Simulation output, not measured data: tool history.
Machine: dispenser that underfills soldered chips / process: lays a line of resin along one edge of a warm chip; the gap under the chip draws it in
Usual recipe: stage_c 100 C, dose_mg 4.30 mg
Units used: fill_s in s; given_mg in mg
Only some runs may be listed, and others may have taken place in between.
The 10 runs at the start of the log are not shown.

run   hour  stage_c  dose_mg  fill_s  given_mg
      94.8  -- new syringe of resin
 11   97.0      100     4.30     9.9      4.22
     107.1  -- new syringe of resin
 12  108.8      100     5.58     8.9      5.44
     118.9  -- dispensing valve cleaned and set on the balance
 13  118.9      100     4.30    13.9      4.31
     120.4  -- new syringe of resin
 14  125.8      100     4.55    10.9      4.53
     132.9  -- new syringe of resin
 15  136.8      100     4.55     9.5      4.49
 16  142.4      100     4.55    12.6      4.52
     145.3  -- new syringe of resin
 17  148.1      100     4.30     9.4      4.24
     157.1  -- new syringe of resin
 18  160.3       99     3.98    10.4      3.89
 19  167.5       91     4.79    16.3      4.64
     169.1  -- new syringe of resin
 20  173.6      109     3.80     8.5      3.71

Forecast run 21:
     181.1  -- new syringe of resin
 21  182.7       90     4.45       ?         ?

Logged for run 21: fill_s 12.0 s, given_mg 4.33 mg.
Had the tool carried no hidden state, the very same run would have given fill_s 11.6 s, given_mg 4.46 mg.
